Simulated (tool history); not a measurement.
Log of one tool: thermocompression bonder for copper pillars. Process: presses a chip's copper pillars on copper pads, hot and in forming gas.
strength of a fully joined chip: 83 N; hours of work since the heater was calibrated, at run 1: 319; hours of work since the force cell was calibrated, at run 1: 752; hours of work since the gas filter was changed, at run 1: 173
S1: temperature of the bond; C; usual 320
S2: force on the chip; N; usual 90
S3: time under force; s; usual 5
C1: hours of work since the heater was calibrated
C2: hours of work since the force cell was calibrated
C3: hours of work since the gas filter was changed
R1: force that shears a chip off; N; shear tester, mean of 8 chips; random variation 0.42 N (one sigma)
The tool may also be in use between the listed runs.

run 1 hour=0 | S1=320 S2=90 S3=5 | C1=319 C2=752 C3=173 | R1=56.6
run 2 hour=37.6 | S1=320 S2=90 S3=5 | C1=338 C2=770 C3=192 | R1=56.8
-- hour=47.3 forming gas filter changed
run 3 hour=72.5 | S1=320 S2=90 S3=5 | C1=355 C2=788 C3=13 | R1=57.7
run 4 hour=108.7 | S1=320 S2=90 S3=5 | C1=373 C2=806 C3=31 | R1=57.5
run 5 hour=131.5 | S1=320 S2=90 S3=5 | C1=385 C2=817 C3=42 | R1=57
run 6 hour=171.5 | S1=320 S2=90 S3=5 | C1=405 C2=837 C3=62 | R1=57.6
run 7 hour=196.2 | S1=320 S2=90 S3=5 | C1=417 C2=850 C3=75 | R1=56.2
run 8 hour=229.8 | S1=320 S2=90 S3=5 | C1=434 C2=867 C3=92 | R1=56.9
run 9 hour=270.5 | S1=320 S2=76 S3=5 | C1=454 C2=887 C3=112 | R1=51.7
run 10 hour=303.7 | S1=320 S2=90 S3=5 | C1=471 C2=904 C3=129 | R1=57.2
run 11 hour=325.4 | S1=320 S2=90 S3=5 | C1=482 C2=915 C3=139 | R1=56.8
run 12 hour=360.6 | S1=320 S2=90 S3=5 | C1=500 C2=932 C3=157 | R1=56.9
run 13 hour=394.2 | S1=320 S2=90 S3=5 | C1=516 C2=949 C3=174 | R1=57
run 14 hour=412.4 | S1=320 S2=90 S3=5 | C1=526 C2=958 C3=183 | R1=56.1
-- hour=439.7 forming gas filter changed
run 15 hour=452.7 | S1=320 S2=90 S3=5 | C1=546 C2=978 C3=6 | R1=56.1
run 16 hour=485.3 | S1=320 S2=132 S3=5 | C1=562 C2=994 C3=23 | R1=66.8
run 17 hour=512.6 | S1=320 S2=132 S3=5 | C1=576 C2=1008 C3=37 | R1=67
run 18 hour=552.6 | S1=320 S2=132 S3=5 | C1=596 C2=1028 C3=57 | R1=67.7
-- hour=571.4 force cell calibrated
run 19 hour=576.9 | S1=320 S2=132 S3=5 | C1=607 C2=3 C3=68 | R1=67.5
run 20 hour=596.5 | S1=296 S2=90 S3=5 | C1=617 C2=13 C3=78 | R1=46.2
run 21 hour=618.6 | S1=332 S2=90 S3=5 | C1=628 C2=24 C3=89 | R1=61.8
run 22 hour=643 | S1=344 S2=68 S3=5 | C1=640 C2=36 C3=101 | R1=56.9
run 23 hour=661.7 | S1=307 S2=115 S3=11 | C1=650 C2=45 C3=111 | R1=68.8
run 24 hour=697 | S1=307 S2=115 S3=11 | C1=667 C2=63 C3=128 | R1=69.5
run 25 hour=717.6 | S1=320 S2=80 S3=4 | C1=678 C2=73 C3=139 | R1=49.7
run 26 hour=758.2 | S1=328 S2=90 S3=5 | C1=698 C2=94 C3=159 | R1=59.9
run 27 hour=790.5 | S1=335 S2=124 S3=12 | C1=714 C2=110 C3=175 | R1=77.9
-- hour=805.6 heater calibrated with a thermocouple chip
run 28 hour=811.5 | S1=338 S2=73 S3=5 | C1=3 C2=119 C3=185 | R1=57.6
-- hour=834.9 forming gas filter changed
run 29 hour=838.6 | S1=300 S2=73 S3=4 | C1=16 C2=133 C3=2 | R1=39.6
run 30 hour=857.4 | S1=320 S2=72 S3=12 | C1=26 C2=142 C3=11 | R1=63.4
run 31 hour=881.4 | S1=332 S2=72 S3=8 | C1=38 C2=154 C3=23 | R1=62.5
run 32 hour=904.4 | S1=301 S2=83 S3=5 | C1=49 C2=166 C3=35 | R1=46.6
run 33 hour=934 | S1=301 S2=83 S3=5 | C1=64 C2=181 C3=50 | R1=46.3
run 34 hour=969.2 | S1=301 S2=83 S3=9 | C1=82 C2=198 C3=67 | R1=54.3
run 35 hour=989.3 | S1=295 S2=90 S3=9 | C1=92 C2=208 C3=77 | R1=55.7
run 36 hour=1021.6 | S1=322 S2=100 S3=12 | C1=108 C2=225 C3=94 | R1=72.2

Forecast each of these 3 alternatives for the next run:
run A hour=1049.7 | S1=323 S2=54 S3=8 | C1=122 C2=239 C3=108 | R1=?
run B hour=1049.7 | S1=295 S2=67 S3=8 | C1=122 C2=239 C3=108 | R1=?
run C hour=1049.7 | S1=331 S2=90 S3=5 | C1=122 C2=239 C3=108 | R1=?

run=A R1=50.2
run=B R1=45.2
run=C R1=60.7
Without the tool's hidden state the same runs would have given:
run=A R1=50.2
run=B R1=45.2
run=C R1=60.8
